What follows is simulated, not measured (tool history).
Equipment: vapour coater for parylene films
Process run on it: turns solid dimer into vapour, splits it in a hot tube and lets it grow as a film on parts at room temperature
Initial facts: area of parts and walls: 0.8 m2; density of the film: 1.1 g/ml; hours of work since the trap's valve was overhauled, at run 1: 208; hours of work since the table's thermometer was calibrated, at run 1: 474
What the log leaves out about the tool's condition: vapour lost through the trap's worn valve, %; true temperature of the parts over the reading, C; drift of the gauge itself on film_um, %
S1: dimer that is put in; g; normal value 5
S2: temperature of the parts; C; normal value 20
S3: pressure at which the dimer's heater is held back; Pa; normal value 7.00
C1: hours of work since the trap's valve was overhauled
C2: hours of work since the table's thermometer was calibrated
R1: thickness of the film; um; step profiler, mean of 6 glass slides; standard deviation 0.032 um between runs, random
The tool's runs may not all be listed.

run     day  S1  S2     S3   C1    C2    R1
  1   0.000   5  20   7.00  208   474  3.17
      0.954  -- trap's valve overhauled
  2   1.721   5  20   5.06   16   506  3.33
  3   3.817   5  18   5.06   59   549  3.60
  4   5.717   5  18   5.06   98   588  3.65
  5   7.958   5  20   9.24  144   634  2.94
  6  10.688   5  20   9.24  200   691  2.98
     12.175  -- trap's valve overhauled
  7  13.429   5  22   7.00   26   744  2.92
  8  15.454   5  20   5.70   67   785  3.25
  9  17.954   5  20   5.70  119   837  3.23
 10  20.467   5  20   5.70  171   888  3.29
 11  22.042   5  20   5.70  203   921  3.21
     23.258  -- trap's valve overhauled
 12  24.225   5  20   5.70   20   962  3.25
 13  26.425   5  20   5.70   65  1007  3.27
 14  27.788   5  24   7.00   93  1035  2.67
 15  30.192   5  26   7.00  143  1085  2.44
 16  31.817   5  26   7.00  176  1118  2.36
     34.275  -- trap's valve overhauled
 17  34.625   5  17   7.00    7  1173  3.55
 18  35.729   5  17   7.00   30  1195  3.54
 19  37.425   5  20   7.00   65  1230  3.15
 20  38.600   5  20   7.00   89  1254  3.06
 21  40.754   5  20   7.00  133  1299  3.13
 22  43.029   5  20   7.00  180  1345  3.12
 23  44.908   5  20   7.00  219  1384  3.16
     45.329  -- trap's valve overhauled
 24  47.450   5  20   7.00   44  1433  3.13
 25  49.158   5  21   2.76   79  1468  3.60
 26  51.892   5  25   4.80  135  1524  2.68
 27  54.158   5  25   4.80  182  1571  2.70
     56.354  -- trap's valve overhauled
 28  56.700   7  24   6.07    7  1620  3.86
 29  58.558   6  15   2.76   45  1658  5.60
 30  59.667   7  23  11.35   68  1681  3.58
 31  61.588   7  23  11.35  108  1720  3.56
 32  63.967   3  20   4.67  157  1769  2.05
     65.333  -- table's thermometer calibrated
 33  65.675   3  20   4.67  191     7  2.00
     67.554  -- trap's valve overhauled
 34  68.204   5  27   4.67   13    56  2.57
 35  69.917   5  27   4.67   49    91  2.52
 36  71.225   4  16   4.49   75   118  3.23
 37  72.746   5  20   4.09  107   149  3.42
 38  74.471   8  17   2.08  142   185  7.21
 39  76.917   8  17   2.08  193   235  7.20
     78.588  -- trap's valve overhauled
 40  78.588   8  17   2.08    0   266  7.16
 41  80.788   8  19   2.01   45   311  6.65
 42  82.833   8  20  10.05   87   353  4.65
 43  84.912   8  20  10.05  130   396  4.67
 44  86.612   8  20   3.95  165   431  5.56
 45  88.825   8  20   3.95  211   476  5.56
     89.671  -- trap's valve overhauled
 46  91.362   5  15   2.21   35   525  4.78
 47  92.958   4  20   7.41   68   558  2.46

3 ways to go on from here, each from the tool as it stands after run 47. What would each give?
  A  94.450   2  13   8.40  98  589   ?
  B  94.450   4  23  11.61  98  589   ?
  C  94.450   2  14   3.28  98  589   ?

run    R1
  A  1.60
  B  2.04
  C  1.85
What these runs would have given with no unlogged condition in the tool:
run    R1
  A  1.60
  B  2.05
  C  1.85
